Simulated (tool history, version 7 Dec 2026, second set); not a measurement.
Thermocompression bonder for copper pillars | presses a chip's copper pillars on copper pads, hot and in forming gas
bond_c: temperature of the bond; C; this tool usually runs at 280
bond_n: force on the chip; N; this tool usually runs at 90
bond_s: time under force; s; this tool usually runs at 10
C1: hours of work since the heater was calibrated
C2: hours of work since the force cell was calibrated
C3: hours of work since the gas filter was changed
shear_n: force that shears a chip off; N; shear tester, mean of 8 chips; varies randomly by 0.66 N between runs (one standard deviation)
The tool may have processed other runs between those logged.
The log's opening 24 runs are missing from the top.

{"run": 25, "day": 20.421, "bond_c": 309, "bond_n": 61, "bond_s": 20, "C1": 740, "C2": 36, "C3": 155, "shear_n": 101.3}
{"run": 26, "day": 21.312, "bond_c": 266, "bond_n": 59, "bond_s": 16, "C1": 756, "C2": 52, "C3": 171, "shear_n": 51.7}
{"run": 27, "day": 22.217, "bond_c": 266, "bond_n": 59, "bond_s": 16, "C1": 773, "C2": 69, "C3": 188, "shear_n": 52.4}
{"run": 28, "day": 22.858, "bond_c": 306, "bond_n": 130, "bond_s": 9, "C1": 784, "C2": 80, "C3": 200, "shear_n": 100.3}
{"run": 29, "day": 24.0, "bond_c": 306, "bond_n": 130, "bond_s": 9, "C1": 805, "C2": 101, "C3": 220, "shear_n": 99.7}
{"run": 30, "day": 24.729, "bond_c": 306, "bond_n": 130, "bond_s": 9, "C1": 819, "C2": 115, "C3": 234, "shear_n": 98.9}
{"run": 31, "day": 25.262, "bond_c": 306, "bond_n": 130, "bond_s": 9, "C1": 828, "C2": 124, "C3": 243, "shear_n": 99.0}
{"run": 32, "day": 26.171, "bond_c": 302, "bond_n": 122, "bond_s": 12, "C1": 845, "C2": 141, "C3": 260, "shear_n": 100.8}
{"run": 33, "day": 26.896, "bond_c": 253, "bond_n": 90, "bond_s": 20, "C1": 858, "C2": 154, "C3": 273, "shear_n": 54.5}
{"run": 34, "day": 28.0, "bond_c": 281, "bond_n": 63, "bond_s": 10, "C1": 878, "C2": 174, "C3": 293, "shear_n": 55.4}
{"run": 35, "day": 28.892, "bond_c": 271, "bond_n": 90, "bond_s": 21, "C1": 895, "C2": 191, "C3": 310, "shear_n": 71.2}
{"run": 36, "day": 29.55, "bond_c": 252, "bond_n": 96, "bond_s": 11, "C1": 907, "C2": 203, "C3": 322, "shear_n": 42.5}
{"run": 37, "day": 30.583, "bond_c": 293, "bond_n": 96, "bond_s": 11, "C1": 926, "C2": 221, "C3": 341, "shear_n": 80.2}
{"run": 38, "day": 31.175, "bond_c": 293, "bond_n": 96, "bond_s": 11, "C1": 936, "C2": 232, "C3": 351, "shear_n": 80.0}
{"run": 39, "day": 31.792, "bond_c": 261, "bond_n": 90, "bond_s": 10, "C1": 948, "C2": 244, "C3": 363, "shear_n": 46.2}

Here are 3 independent what-if runs from the current tool condition. What would each one return?
{"run": "A", "day": 33.004, "bond_c": 263, "bond_n": 68, "bond_s": 5, "C1": 970, "C2": 266, "C3": 385, "shear_n": "?"}
{"run": "B", "day": 33.004, "bond_c": 270, "bond_n": 54, "bond_s": 22, "C1": 970, "C2": 266, "C3": 385, "shear_n": "?"}
{"run": "C", "day": 33.004, "bond_c": 261, "bond_n": 90, "bond_s": 28, "C1": 970, "C2": 266, "C3": 385, "shear_n": "?"}

run=A shear_n=30.0
run=B shear_n=55.9
run=C shear_n=66.9
Take away the tool's hidden state, keep each run's random variation, and the runs would have read:
run=A shear_n=34.4
run=B shear_n=63.1
run=C shear_n=75.3

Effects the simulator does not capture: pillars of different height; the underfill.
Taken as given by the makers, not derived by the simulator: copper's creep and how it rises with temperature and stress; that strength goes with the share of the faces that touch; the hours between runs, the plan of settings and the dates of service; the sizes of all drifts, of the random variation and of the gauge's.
